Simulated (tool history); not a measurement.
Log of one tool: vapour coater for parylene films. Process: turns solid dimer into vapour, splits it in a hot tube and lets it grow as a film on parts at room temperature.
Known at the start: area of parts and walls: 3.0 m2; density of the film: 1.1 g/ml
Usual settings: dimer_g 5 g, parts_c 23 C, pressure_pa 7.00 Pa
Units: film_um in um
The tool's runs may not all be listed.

Run 1, hour 0.0: usual settings. Result: film_um 1.097 um.
Run 2, hour 31.9: usual settings. Result: film_um 1.099 um.
Run 3, hour 95.3: usual settings. Result: film_um 1.096 um.
Run 4, hour 125.9: usual settings. Result: film_um 1.100 um.
Run 5, hour 158.4: usual settings. Result: film_um 1.099 um.
Run 6, hour 223.0: usual settings. Result: film_um 1.099 um.
Run 7, hour 277.8: usual settings but pressure_pa 3.58 Pa. Result: film_um 1.272 um.
Run 8, hour 342.4: usual settings but parts_c 20 C. Result: film_um 1.240 um.
Run 9, hour 402.2: usual settings but parts_c 20 C. Result: film_um 1.254 um.
Run 10, hour 463.6: usual settings but parts_c 20 C. Result: film_um 1.258 um.
Run 11, hour 524.5: usual settings but parts_c 20 C. Result: film_um 1.244 um.
Run 12, hour 594.4: usual settings but dimer_g 6 g. Result: film_um 1.311 um.
Run 13, hour 630.0: usual settings but dimer_g 6 g, pressure_pa 8.65 Pa. Result: film_um 1.249 um.
Run 14, hour 688.0: usual settings but dimer_g 6 g, pressure_pa 8.65 Pa. Result: film_um 1.251 um.
Run 15, hour 723.1: usual settings but dimer_g 6 g, pressure_pa 8.65 Pa. Result: film_um 1.243 um.
At hour 750.2: trap's valve overhauled.
Run 16, hour 794.8: usual settings but dimer_g 7 g, pressure_pa 2.78 Pa. Result: film_um 1.887 um.
Run 17, hour 848.0: usual settings but dimer_g 7 g, pressure_pa 2.78 Pa. Result: film_um 1.872 um.
Run 18, hour 889.4: usual settings but parts_c 31 C, pressure_pa 6.10 Pa. Result: film_um 0.794 um.
Run 19, hour 944.0: usual settings but parts_c 31 C, pressure_pa 6.10 Pa. Result: film_um 0.788 um.
Run 20, hour 985.4: usual settings but parts_c 31 C, pressure_pa 6.10 Pa. Result: film_um 0.780 um.
Run 21, hour 1037.6: usual settings but parts_c 25 C, pressure_pa 3.74 Pa. Result: film_um 1.150 um.
Run 22, hour 1103.9: usual settings but dimer_g 7 g, parts_c 30 C, pressure_pa 2.45 Pa. Result: film_um 1.407 um.
Run 23, hour 1141.8: usual settings but dimer_g 7 g, parts_c 30 C, pressure_pa 2.45 Pa. Result: film_um 1.406 um.
Run 24, hour 1199.4: usual settings but dimer_g 7 g, parts_c 30 C, pressure_pa 2.45 Pa. Result: film_um 1.406 um.
Run 25, hour 1255.7: usual settings but parts_c 30 C, pressure_pa 4.73 Pa. Result: film_um 0.850 um.
At hour 1297.4: table's thermometer calibrated.
Run 26, hour 1321.7: usual settings but parts_c 30 C, pressure_pa 4.73 Pa. Result: film_um 0.853 um.

3 ways to go on from here, each from the tool as it stands after run 26. What would each give?
Run A, hour 1355.7: usual settings but parts_c 31 C. Result: film_um ?.
Run B, hour 1355.7: usual settings but dimer_g 2 g, parts_c 30 C, pressure_pa 4.73 Pa. Result: film_um ?.
Run C, hour 1355.7: usual settings but dimer_g 2 g, parts_c 15 C, pressure_pa 3.66 Pa. Result: film_um ?.

run  film_um
  A    0.752
  B    0.339
  C    0.585
Without the tool's hidden state the same runs would have given:
run  film_um
  A    0.752
  B    0.339
  C    0.586

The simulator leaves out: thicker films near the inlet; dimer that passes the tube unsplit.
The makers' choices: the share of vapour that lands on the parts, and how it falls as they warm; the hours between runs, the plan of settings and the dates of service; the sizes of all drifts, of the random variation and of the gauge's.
